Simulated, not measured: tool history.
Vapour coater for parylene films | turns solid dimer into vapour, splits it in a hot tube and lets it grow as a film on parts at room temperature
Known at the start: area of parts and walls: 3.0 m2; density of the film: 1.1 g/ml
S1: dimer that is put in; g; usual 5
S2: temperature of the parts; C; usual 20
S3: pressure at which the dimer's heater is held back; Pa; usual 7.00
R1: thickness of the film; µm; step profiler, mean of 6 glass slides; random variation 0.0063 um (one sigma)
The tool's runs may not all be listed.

Run 1, hour 0.0: usual settings. Result: R1 0.916 µm.
Run 2, hour 42.4: usual settings. Result: R1 0.926 µm.
Run 3, hour 103.5: usual settings. Result: R1 0.930 µm.
At hour 129.8: trap's valve overhauled.
Run 4, hour 178.8: usual settings. Result: R1 0.926 µm.
Run 5, hour 220.1: usual settings. Result: R1 0.924 µm.
Run 6, hour 282.5: usual settings but S2 22 C. Result: R1 0.874 µm.
Run 7, hour 319.0: usual settings but S2 22 C. Result: R1 0.890 µm.
Run 8, hour 386.7: usual settings but S2 22 C. Result: R1 0.869 µm.
At hour 401.7: trap's valve overhauled.
Run 9, hour 460.8: usual settings but S2 22 C. Result: R1 0.882 µm.
Run 10, hour 511.3: usual settings. Result: R1 0.935 µm.
Run 11, hour 586.6: usual settings. Result: R1 0.925 µm.
Run 12, hour 660.0: usual settings. Result: R1 0.930 µm.
At hour 677.1: trap's valve overhauled.
Run 13, hour 711.7: usual settings. Result: R1 0.926 µm.
Run 14, hour 750.4: usual settings. Result: R1 0.924 µm.
Run 15, hour 818.3: usual settings. Result: R1 0.925 µm.
Run 16, hour 877.7: usual settings. Result: R1 0.935 µm.
At hour 927.4: table's thermometer calibrated.
At hour 951.9: trap's valve overhauled.
Run 17, hour 954.0: usual settings. Result: R1 0.934 µm.
Run 18, hour 1012.8: usual settings. Result: R1 0.929 µm.
Run 19, hour 1071.0: usual settings. Result: R1 0.929 µm.
Run 20, hour 1113.4: usual settings. Result: R1 0.932 µm.
Run 21, hour 1155.1: usual settings but S1 3 g, S3 3.08 Pa. Result: R1 0.595 µm.
At hour 1226.5: trap's valve overhauled.
Run 22, hour 1226.5: usual settings but S2 18 C, S3 5.31 Pa. Result: R1 0.994 µm.
Run 23, hour 1304.2: usual settings but S1 4 g, S3 9.23 Pa. Result: R1 0.735 µm.
Run 24, hour 1351.0: usual settings but S1 6 g, S2 12 C, S3 2.26 Pa. Result: R1 1.469 µm.
Run 25, hour 1422.0: usual settings but S1 6 g, S2 12 C, S3 2.26 Pa. Result: R1 1.453 µm.
Run 26, hour 1476.7: usual settings but S1 2 g, S2 29 C, S3 2.95 Pa. Result: R1 0.302 µm.
At hour 1499.7: trap's valve overhauled.
Run 27, hour 1531.8: usual settings but S1 3 g, S2 29 C, S3 6.26 Pa. Result: R1 0.438 µm.
Run 28, hour 1576.7: usual settings but S1 3 g, S2 29 C, S3 6.26 Pa. Result: R1 0.439 µm.
Run 29, hour 1647.1: usual settings but S3 8.81 Pa. Result: R1 0.902 µm.
Run 30, hour 1686.5: usual settings but S1 3 g, S2 14 C, S3 2.73 Pa. Result: R1 0.683 µm.
Run 31, hour 1739.7: usual settings but S1 4 g, S3 4.38 Pa. Result: R1 0.763 µm.
At hour 1777.0: trap's valve overhauled.
Run 32, hour 1798.2: usual settings but S1 3 g, S3 4.38 Pa. Result: R1 0.586 µm.
Run 33, hour 1866.9: usual settings but S1 4 g, S2 12 C, S3 2.08 Pa. Result: R1 0.979 µm.
Run 34, hour 1927.7: usual settings but S1 4 g, S2 27 C. Result: R1 0.628 µm.
Run 35, hour 1979.8: usual settings but S1 6 g, S2 22 C. Result: R1 1.049 µm.
At hour 2050.6: trap's valve overhauled.
Run 36, hour 2054.2: usual settings but S1 6 g, S2 22 C. Result: R1 1.059 µm.
Run 37, hour 2098.5: usual settings but S1 6 g, S2 13 C, S3 8.43 Pa. Result: R1 1.318 µm.
Run 38, hour 2162.7: usual settings but S1 2 g, S3 2.76 Pa. Result: R1 0.395 µm.
Run 39, hour 2222.9: usual settings but S1 2 g, S3 2.76 Pa. Result: R1 0.397 µm.

3 ways to go on from here, each from the tool as it stands after run 39. What would each give?
Run A, hour 2260.4: usual settings but S1 6 g, S2 22 C, S3 3.38 Pa. Result: R1 ?.
Run B, hour 2260.4: usual settings but S1 2 g, S3 6.75 Pa. Result: R1 ?.
Run C, hour 2260.4: usual settings but S1 3 g, S2 26 C, S3 10.75 Pa. Result: R1 ?.

run     R1
  A  1.112
  B  0.370
  C  0.471
Without the tool's hidden state the same runs would have given:
run     R1
  A  1.114
  B  0.370
  C  0.472
